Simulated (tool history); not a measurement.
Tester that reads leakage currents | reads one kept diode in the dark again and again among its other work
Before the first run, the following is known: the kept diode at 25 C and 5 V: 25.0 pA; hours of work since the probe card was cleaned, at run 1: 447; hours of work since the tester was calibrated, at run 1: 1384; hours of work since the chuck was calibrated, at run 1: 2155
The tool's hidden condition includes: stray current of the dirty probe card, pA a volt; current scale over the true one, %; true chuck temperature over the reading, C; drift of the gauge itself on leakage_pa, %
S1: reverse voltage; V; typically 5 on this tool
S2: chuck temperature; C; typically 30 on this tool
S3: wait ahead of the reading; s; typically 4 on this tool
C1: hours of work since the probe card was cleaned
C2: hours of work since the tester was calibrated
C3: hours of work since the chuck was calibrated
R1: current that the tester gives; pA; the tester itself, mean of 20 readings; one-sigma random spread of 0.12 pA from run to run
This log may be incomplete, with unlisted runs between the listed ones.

| run | hour | S1 | S2 | S3 | C1 | C2 | C3 | R1 |
|---|---|---|---|---|---|---|---|---|
| 1 | 0 | 5 | 30 | 4 | 447 | 1384 | 2155 | 38.14 |
| 2 | 111.3 | 5 | 30 | 4 | 515 | 1452 | 2223 | 38.79 |
| 3 | 232.8 | 5 | 30 | 4 | 590 | 1526 | 2297 | 38.89 |
| 4 | 386.6 | 5 | 30 | 4 | 684 | 1620 | 2391 | 39.07 |
|  | 437.1 | chuck's temperature calibrated |
| 5 | 463.4 | 5 | 30 | 4 | 729 | 1666 | 16 | 41.11 |
| 6 | 554.9 | 5 | 30 | 4 | 785 | 1722 | 72 | 41.05 |
| 7 | 697.3 | 5 | 30 | 4 | 872 | 1809 | 159 | 41.38 |
| 8 | 851 | 11.59 | 30 | 4 | 966 | 1903 | 253 | 68.6 |
| 9 | 977.5 | 11.59 | 30 | 4 | 1044 | 1980 | 330 | 69.13 |
| 10 | 1071.9 | 11.59 | 30 | 4 | 1101 | 2038 | 388 | 69.84 |
| 11 | 1146.2 | 5 | 30 | 5.59 | 1147 | 2083 | 433 | 42.22 |
| 12 | 1288.8 | 5 | 30 | 5.59 | 1234 | 2171 | 521 | 42.63 |
| 13 | 1441.8 | 5 | 30 | 5.59 | 1327 | 2264 | 614 | 42.73 |
| 14 | 1560.3 | 5 | 30 | 5.59 | 1400 | 2337 | 687 | 42.69 |
| 15 | 1624.5 | 5 | 30 | 5.59 | 1439 | 2376 | 726 | 43.23 |
| 16 | 1691.9 | 5 | 30 | 5.59 | 1480 | 2417 | 767 | 43.43 |
| 17 | 1828.2 | 8.75 | 30 | 4 | 1564 | 2500 | 850 | 62.13 |
| 18 | 1954.4 | 8.75 | 30 | 4 | 1641 | 2577 | 927 | 62.65 |
| 19 | 2079 | 8.42 | 30 | 4 | 1717 | 2654 | 1004 | 61.15 |
| 20 | 2154.1 | 5 | 30 | 1.76 | 1763 | 2700 | 1050 | 44.93 |
| 21 | 2258.8 | 5 | 30 | 1.76 | 1827 | 2764 | 1114 | 44.85 |
| 22 | 2377 | 6.71 | 30 | 2.72 | 1899 | 2836 | 1186 | 54.27 |
| 23 | 2497.1 | 6.71 | 30 | 2.72 | 1973 | 2909 | 1259 | 54.6 |
| 24 | 2625.4 | 6.82 | 29 | 6.28 | 2051 | 2988 | 1338 | 51.81 |
| 25 | 2765.1 | 6.82 | 29 | 6.28 | 2136 | 3073 | 1423 | 52.25 |
| 26 | 2831.9 | 6.82 | 29 | 6.28 | 2177 | 3114 | 1464 | 52.59 |
| 27 | 2900.9 | 10.32 | 57 | 6.53 | 2219 | 3156 | 1506 | 397.98 |
| 28 | 3034.8 | 3.99 | 31 | 0.8 | 2301 | 3238 | 1588 | 43.9 |
| 29 | 3145 | 1.57 | 30 | 9.35 | 2369 | 3305 | 1655 | 22.74 |
| 30 | 3281.4 | 1.57 | 21 | 0.42 | 2452 | 3389 | 1739 | 13.7 |
| 31 | 3391.7 | 12.18 | 30 | 0.68 | 2519 | 3456 | 1806 | 88.81 |
| 32 | 3478.4 | 5 | 47 | 2.55 | 2572 | 3509 | 1859 | 139.76 |
| 33 | 3551.5 | 2.33 | 21 | 2.57 | 2617 | 3554 | 1904 | 16.91 |
| 34 | 3673.4 | 2.33 | 30 | 3.58 | 2692 | 3628 | 1978 | 29.2 |
| 35 | 3775.5 | 1.97 | 49 | 4 | 2754 | 3691 | 2041 | 94.54 |
| 36 | 3873.8 | 1.97 | 49 | 4 | 2814 | 3751 | 2101 | 93.94 |
| 37 | 3986.6 | 5 | 38 | 4 | 2883 | 3820 | 2170 | 78.37 |
| 38 | 4054 | 7.66 | 33 | 9.32 | 2924 | 3861 | 2211 | 76.22 |
| 39 | 4131.8 | 5 | 45 | 3.15 | 2972 | 3908 | 2258 | 123.07 |
| 40 | 4253.2 | 5 | 45 | 3.15 | 3046 | 3983 | 2333 | 122.81 |

Alternative continuations, all from the tool just after run 40; predict every row:
| A | 4324.9 | 11.27 | 56 | 1.22 | 3090 | 4026 | 2376 | ? |
| B | 4324.9 | 5 | 36 | 2.31 | 3090 | 4026 | 2376 | ? |
| C | 4324.9 | 19.67 | 30 | 4 | 3090 | 4026 | 2376 | ? |
| D | 4324.9 | 10.55 | 51 | 3.6 | 3090 | 4026 | 2376 | ? |

| run | R1 |
|---|---|
| A | 396.98 |
| B | 69.81 |
| C | 128.08 |
| D | 276.92 |
Had the tool no hidden state, the same runs would have come out as:
| run | R1 |
|---|---|
| A | 387.94 |
| B | 60 |
| C | 79.44 |
| D | 263.48 |

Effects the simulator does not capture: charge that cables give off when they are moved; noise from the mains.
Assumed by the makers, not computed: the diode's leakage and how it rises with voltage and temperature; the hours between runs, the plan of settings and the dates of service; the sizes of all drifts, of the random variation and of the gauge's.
